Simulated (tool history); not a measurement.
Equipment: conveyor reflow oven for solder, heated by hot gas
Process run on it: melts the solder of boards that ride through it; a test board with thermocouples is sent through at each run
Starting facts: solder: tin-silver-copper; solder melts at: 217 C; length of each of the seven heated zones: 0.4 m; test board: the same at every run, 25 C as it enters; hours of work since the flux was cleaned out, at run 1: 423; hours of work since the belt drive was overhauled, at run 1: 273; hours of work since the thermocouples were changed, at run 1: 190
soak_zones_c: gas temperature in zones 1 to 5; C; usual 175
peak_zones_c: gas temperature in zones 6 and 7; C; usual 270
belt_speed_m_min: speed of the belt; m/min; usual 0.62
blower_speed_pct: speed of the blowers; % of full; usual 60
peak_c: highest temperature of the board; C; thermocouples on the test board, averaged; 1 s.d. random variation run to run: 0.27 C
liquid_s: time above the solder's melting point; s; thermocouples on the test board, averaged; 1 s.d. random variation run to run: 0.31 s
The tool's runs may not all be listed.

run    day  soak_zones_c  peak_zones_c  belt_speed_m_min  blower_speed_pct  hours of work since the flux was cleaned out  hours of work since the belt drive was overhauled  hours of work since the thermocouples were changed  peak_c  liquid_s
  1      0           175           270              0.62                60                                           423                                                273                                                 190   251.5        57
  2  0.567           175           270              0.62                60                                           430                                                280                                                 197   251.6      56.9
  3   1.35           175           270              0.62                60                                           439                                                289                                                 207   251.7      56.9
  4      2           175           270              0.62                60                                           447                                                297                                                 215   251.9      56.8
  5  2.883           175           270              0.62                60                                           458                                                308                                                 225   251.1      57.1
  6  3.529           163           270              0.62                60                                           465                                                316                                                 233   248.6      50.7
     4.167  -- flux residue cleaned out of gas plates and filters
  7  4.621           163           270              0.62                60                                             5                                                326                                                 244   249.1      50.7
  8   5.15           163           270              0.62                60                                            12                                                333                                                 250   248.9      51.5
  9  5.962           177           261              0.69                60                                            22                                                343                                                 260   240.3        42
 10  6.758           177           261              0.69                60                                            31                                                352                                                 270   240.7      41.7
 11  7.396           177           261             0.642                61                                            39                                                360                                                 278     243      48.7
 12   8.15           189           270              0.62                60                                            48                                                369                                                 287   254.2      64.9
 13  8.779           185           269             0.617                70                                            56                                                377                                                 294   254.2      64.5
 14  9.379           176           259              0.62                78                                            63                                                384                                                 302   245.3      53.2
 15  9.929           176           259              0.62                78                                            70                                                391                                                 308   245.1      52.9

Predict each of these 5 candidate next runs independently; none follows another, all start after run 15:
  A  10.371           187           259             0.648                78                                            75                                                396                                                 314       ?         ?
  B  10.371           176           259              0.62                62                                            75                                                396                                                 314       ?         ?
  C  10.371           185           259             0.638                61                                            75                                                396                                                 314       ?         ?
  D  10.371           176           269             0.674                66                                            75                                                396                                                 314       ?         ?
  E  10.371           171           270              0.62                60                                            75                                                396                                                 314       ?         ?

run  peak_c  liquid_s
  A   245.8      56.2
  B   242.6      49.7
  C   242.9      52.4
  D   248.9      50.6
  E   250.5      54.2
Without the tool's unlogged condition, the same runs would have read:
run  peak_c  liquid_s
  A   245.8      56.1
  B   242.6      49.7
  C   242.9      52.3
  D   248.9      50.5
  E   250.5      54.1
